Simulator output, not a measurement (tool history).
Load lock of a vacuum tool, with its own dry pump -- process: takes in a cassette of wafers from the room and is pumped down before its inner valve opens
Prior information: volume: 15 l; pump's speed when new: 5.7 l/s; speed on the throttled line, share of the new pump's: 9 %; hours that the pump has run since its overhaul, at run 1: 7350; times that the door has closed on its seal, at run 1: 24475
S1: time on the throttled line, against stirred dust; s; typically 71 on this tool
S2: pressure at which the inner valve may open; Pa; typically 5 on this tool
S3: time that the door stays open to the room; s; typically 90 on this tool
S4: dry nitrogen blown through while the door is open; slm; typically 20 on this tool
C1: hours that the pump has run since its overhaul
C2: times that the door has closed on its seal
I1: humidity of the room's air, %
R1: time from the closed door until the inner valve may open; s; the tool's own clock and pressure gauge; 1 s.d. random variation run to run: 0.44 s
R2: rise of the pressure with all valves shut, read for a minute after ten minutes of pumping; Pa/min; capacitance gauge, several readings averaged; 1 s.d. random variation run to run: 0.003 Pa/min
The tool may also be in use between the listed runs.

Run 1, hour 0.0: usual settings; C1 7350; C2 24475; I1 44.3. Result: R1 94.9 s, R2 0.075 Pa/min.
Run 2, hour 214.4: usual settings; C1 7565; C2 25229; I1 42.5. Result: R1 94.6 s, R2 0.074 Pa/min.
Run 3, hour 590.8: usual settings; C1 7941; C2 26554; I1 43.3. Result: R1 95.3 s, R2 0.088 Pa/min.
Run 4, hour 921.1: usual settings but S3 29 s; C1 8271; C2 27715; I1 47.6. Result: R1 94.2 s, R2 0.084 Pa/min.
Run 5, hour 1308.5: usual settings but S4 16 slm; C1 8659; C2 29078; I1 44.2. Result: R1 95.3 s, R2 0.092 Pa/min.
Run 6, hour 1511.2: usual settings but S4 16 slm; C1 8862; C2 29791; I1 43.9. Result: R1 95.6 s, R2 0.088 Pa/min.
Run 7, hour 1783.1: usual settings but S4 16 slm; C1 9133; C2 30747; I1 41.9. Result: R1 96.3 s, R2 0.094 Pa/min.
Run 8, hour 2075.9: usual settings but S4 23 slm; C1 9426; C2 31777; I1 42.9. Result: R1 95.9 s, R2 0.092 Pa/min.
Run 9, hour 2393.9: usual settings; C1 9744; C2 32896; I1 46.0. Result: R1 96.4 s, R2 0.106 Pa/min.
Run 10, hour 2782.3: usual settings; C1 10133; C2 34262; I1 48.9. Result: R1 96.4 s, R2 0.111 Pa/min.
Run 11, hour 2992.3: usual settings; C1 10343; C2 35001; I1 47.2. Result: R1 96.6 s, R2 0.109 Pa/min.
Run 12, hour 3323.4: usual settings; C1 10674; C2 36166; I1 48.1. Result: R1 97.4 s, R2 0.114 Pa/min.
At hour 3401.1: dry pump taken out, an overhauled one fitted.
Run 13, hour 3551.6: usual settings but S2 8 Pa; C1 150; C2 36947; I1 46.8. Result: R1 89.8 s, R2 0.114 Pa/min.
Run 14, hour 3902.7: usual settings but S2 8 Pa; C1 502; C2 38182; I1 44.9. Result: R1 90.5 s, R2 0.122 Pa/min.
Run 15, hour 4141.1: usual settings but S2 8 Pa; C1 740; C2 39021; I1 46.4. Result: R1 89.9 s, R2 0.121 Pa/min.
Run 16, hour 4505.3: usual settings but S2 8 Pa; C1 1104; C2 40302; I1 48.1. Result: R1 90.5 s, R2 0.126 Pa/min.
Run 17, hour 4817.3: usual settings; C1 1416; C2 41399; I1 48.8. Result: R1 91.8 s, R2 0.132 Pa/min.
Run 18, hour 4996.3: usual settings; C1 1595; C2 42029; I1 47.4. Result: R1 91.6 s, R2 0.136 Pa/min.
Run 19, hour 5276.6: usual settings; C1 1875; C2 43015; I1 43.3. Result: R1 91.7 s, R2 0.136 Pa/min.
Run 20, hour 5526.4: usual settings but S1 45 s, S2 6 Pa, S3 51 s, S4 10 slm; C1 2125; C2 43894; I1 47.1. Result: R1 68.3 s, R2 0.146 Pa/min.
Run 21, hour 5823.6: usual settings but S1 70 s, S3 86 s, S4 16 slm; C1 2423; C2 44939; I1 44.6. Result: R1 91.0 s, R2 0.151 Pa/min.
Run 22, hour 6068.3: usual settings but S1 70 s, S3 86 s, S4 16 slm; C1 2667; C2 45800; I1 41.5. Result: R1 91.1 s, R2 0.150 Pa/min.
Run 23, hour 6413.3: usual settings but S3 203 s; C1 3012; C2 47013; I1 46.8. Result: R1 92.7 s, R2 0.156 Pa/min.
Run 24, hour 6582.8: usual settings but S3 203 s; C1 3182; C2 47610; I1 43.2. Result: R1 92.0 s, R2 0.161 Pa/min.
Run 25, hour 6768.4: usual settings but S4 5 slm; C1 3367; C2 48262; I1 45.0. Result: R1 92.3 s, R2 0.182 Pa/min.
Run 26, hour 6931.8: usual settings but S4 5 slm; C1 3531; C2 48837; I1 46.2. Result: R1 92.9 s, R2 0.178 Pa/min.
Run 27, hour 7174.9: usual settings but S1 140 s, S2 6 Pa, S3 64 s, S4 11 slm; C1 3774; C2 49692; I1 48.9. Result: R1 155.0 s, R2 0.168 Pa/min.
Run 28, hour 7469.4: usual settings but S1 140 s, S2 6 Pa, S3 64 s, S4 11 slm; C1 4068; C2 50728; I1 42.3. Result: R1 154.9 s, R2 0.175 Pa/min.
Run 29, hour 7810.8: usual settings but S1 140 s, S2 6 Pa, S3 64 s, S4 11 slm; C1 4410; C2 51929; I1 47.3. Result: R1 155.4 s, R2 0.183 Pa/min.
Run 30, hour 8195.4: usual settings but S3 226 s, S4 16 slm; C1 4794; C2 53282; I1 44.8. Result: R1 93.0 s, R2 0.190 Pa/min.
Run 31, hour 8381.2: usual settings but S1 77 s, S4 28 slm; C1 4980; C2 53936; I1 48.3. Result: R1 98.8 s, R2 0.186 Pa/min.
Run 32, hour 8609.0: usual settings but S1 77 s, S2 7 Pa, S4 11 slm; C1 5208; C2 54737; I1 45.2. Result: R1 97.1 s, R2 0.204 Pa/min.
Run 33, hour 8987.2: usual settings but S1 77 s, S2 7 Pa, S3 142 s, S4 22 slm; C1 5586; C2 56067; I1 44.2. Result: R1 97.6 s, R2 0.198 Pa/min.
Run 34, hour 9329.7: usual settings but S1 45 s, S2 7 Pa, S3 59 s, S4 19 slm; C1 5929; C2 57272; I1 43.9. Result: R1 68.8 s, R2 0.199 Pa/min.
Run 35, hour 9535.8: usual settings but S1 45 s, S2 7 Pa, S3 59 s, S4 19 slm; C1 6135; C2 57997; I1 43.8. Result: R1 69.7 s, R2 0.204 Pa/min.
Run 36, hour 9748.1: usual settings but S1 120 s, S2 8 Pa, S3 120 s, S4 19 slm; C1 6347; C2 58744; I1 42.5. Result: R1 136.1 s, R2 0.214 Pa/min.
Run 37, hour 10043.4: usual settings but S2 8 Pa, S4 11 slm; C1 6642; C2 59783; I1 44.6. Result: R1 91.9 s, R2 0.227 Pa/min.

Below are 3 alternative next runs, each starting from the tool's condition after run 37. Predict each:
Run A, hour 10446.2: usual settings but S2 7 Pa; C1 7045; C2 61199; I1 46.7. Result: R1 ?, R2 ?.
Run B, hour 10446.2: usual settings but S2 6 Pa, S4 28 slm; C1 7045; C2 61199; I1 45.1. Result: R1 ?, R2 ?.
Run C, hour 10446.2: usual settings but S2 7 Pa, S3 56 s, S4 28 slm; C1 7045; C2 61199; I1 41.4. Result: R1 ?, R2 ?.

run    R1     R2
  A  92.7  0.223
  B  92.8  0.217
  C  93.7  0.216
The same runs, with their run-to-run variation unchanged, on a tool lacking any hidden condition would have given:
run    R1     R2
  A  90.0  0.025
  B  90.1  0.020
  C  91.0  0.019
